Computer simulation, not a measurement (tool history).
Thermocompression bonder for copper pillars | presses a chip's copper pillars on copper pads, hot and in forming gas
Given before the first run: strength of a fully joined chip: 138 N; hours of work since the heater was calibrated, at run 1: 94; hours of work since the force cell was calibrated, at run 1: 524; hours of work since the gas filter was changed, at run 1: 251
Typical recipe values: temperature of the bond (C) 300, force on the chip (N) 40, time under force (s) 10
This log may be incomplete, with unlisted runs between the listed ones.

run,day,temperature of the bond (C),force on the chip (N),time under force (s),hours of work since the heater was calibrated,hours of work since the force cell was calibrated,hours of work since the gas filter was changed,force that shears a chip off (N)
1,0,300,40,10,94,524,251,87.5
2,1.067,281,40,10,110,540,266,69.3
3,1.871,281,40,10,122,552,278,70.8
# day 2.721: forming gas filter changed
4,3.829,300,40,10,151,581,16,89.5
5,5.783,300,28,10,180,610,46,61.7
6,7.692,300,28,10,209,639,74,62
7,9.538,300,40,10,236,666,102,88.4
8,11.079,300,41,10,259,689,125,88.8
9,12.642,300,41,10,282,713,148,88.7
10,14.242,300,41,10,306,737,172,86.8
11,15.383,300,40,10,323,754,189,86.9
12,17.2,317,47,12,350,781,216,112.9

For run 13, what comes out?
13,18.333,276,40,10,367,798,233,?

Run 13 produced force that shears a chip off (N) 65.1.
With no hidden state in the tool, this same run would have given force that shears a chip off (N) 72.8.
